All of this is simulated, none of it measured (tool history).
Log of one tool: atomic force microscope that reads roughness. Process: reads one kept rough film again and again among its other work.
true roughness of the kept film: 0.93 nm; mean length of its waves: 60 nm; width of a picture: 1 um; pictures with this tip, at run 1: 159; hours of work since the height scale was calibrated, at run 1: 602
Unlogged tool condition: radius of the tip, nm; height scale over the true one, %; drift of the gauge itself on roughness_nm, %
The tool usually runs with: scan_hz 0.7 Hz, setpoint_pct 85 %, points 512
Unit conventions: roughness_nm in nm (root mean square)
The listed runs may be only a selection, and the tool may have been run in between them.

run,hour,scan_hz,setpoint_pct,points,pictures with this tip,hours of work since the height scale was calibrated,roughness_nm
1,0,0.7,85,512,159,602,0.888
2,16.8,0.7,85,512,190,612,0.884
# hour 30.6: new tip fitted
3,42.6,0.7,85,882,22,626,0.898
4,63.2,0.7,85,882,60,638,0.888
5,81.1,0.7,85,882,93,648,0.892
6,101.2,0.7,85,632,129,660,0.891
7,123.6,0.7,85,632,170,672,0.888
8,140.2,0.7,85,512,201,682,0.884
# hour 147.8: new tip fitted
9,170,0.7,85,512,40,699,0.891
10,182.9,0.7,85,414,64,706,0.892
11,196.7,0.7,85,414,89,714,0.89
12,224.9,0.7,85,414,141,730,0.886
13,241.5,0.7,85,414,171,740,0.885
14,254.2,0.7,85,414,195,747,0.887
# hour 265.3: new tip fitted
15,280.6,0.7,85,512,28,762,0.893
16,302.1,0.7,85,512,67,774,0.894
17,324,0.7,80,512,107,787,0.891
18,348.7,2.464,85,512,153,801,0.831
19,377.5,2.464,85,512,205,817,0.83
# hour 384.7: new tip fitted
20,390.5,2.464,85,512,10,824,0.84
21,414.2,2.464,85,512,54,838,0.835
22,435,2.464,85,512,92,850,0.833
23,462.4,0.7,85,520,142,865,0.882
24,493.7,0.7,85,512,199,883,0.882
# hour 503.4: new tip fitted
25,515.9,0.7,85,512,23,896,0.892
26,539.5,0.7,81,512,66,909,0.892
27,559.5,0.7,83,512,103,921,0.89
28,581.8,0.7,83,512,143,933,0.891
29,597.4,0.504,85,512,172,942,0.888
30,617.8,0.504,85,512,209,954,0.89
# hour 622.3: new tip fitted
31,639.2,0.642,85,512,31,966,0.894
# hour 641.7: height scale calibrated on a step standard
32,659.8,0.642,85,512,66,10,0.894
33,681.8,1.103,85,512,107,23,0.877
34,708,0.7,87,296,155,38,0.881
# hour 711.9: height scale calibrated on a step standard, once more
35,735.4,0.7,87,296,203,13,0.889
# hour 743.2: new tip fitted
36,755,0.7,64,296,22,24,0.914
37,769.5,0.7,64,296,48,33,0.913
38,794.8,1.547,90,733,95,47,0.855
39,821.3,1.547,90,733,143,62,0.855
40,851.5,0.7,56,512,199,80,0.909
# hour 861.2: new tip fitted
41,871,0.7,56,512,17,90,0.921
42,885.8,0.7,56,512,45,99,0.913
43,904.2,3.523,90,587,78,109,0.786
44,927.1,1.065,68,731,120,123,0.904
45,944.8,0.78,85,762,152,133,0.892
46,964.9,1.108,56,512,189,144,0.903
# hour 979.1: new tip fitted
47,983.7,0.873,85,375,9,155,0.895
48,1002.6,0.873,85,375,43,166,0.883
49,1023.4,1.213,86,512,82,177,0.877
50,1044.5,0.7,81,393,120,190,0.896
51,1062.5,1.073,85,974,153,200,0.877
52,1075.1,0.545,73,830,176,207,0.904
# hour 1096.2: new tip fitted
53,1105.8,2.62,70,298,17,224,0.876

3 options for the next run, each taken on its own from the tool as it stands now. Forecast them:
A,1134.8,2.62,74,298,70,241,?
B,1134.8,2.326,61,298,70,241,?
C,1134.8,0.7,85,398,70,241,?

run,roughness_nm
A,0.867
B,0.898
C,0.896
Without the tool's hidden state the same runs would have given:
run,roughness_nm
A,0.871
B,0.903
C,0.9
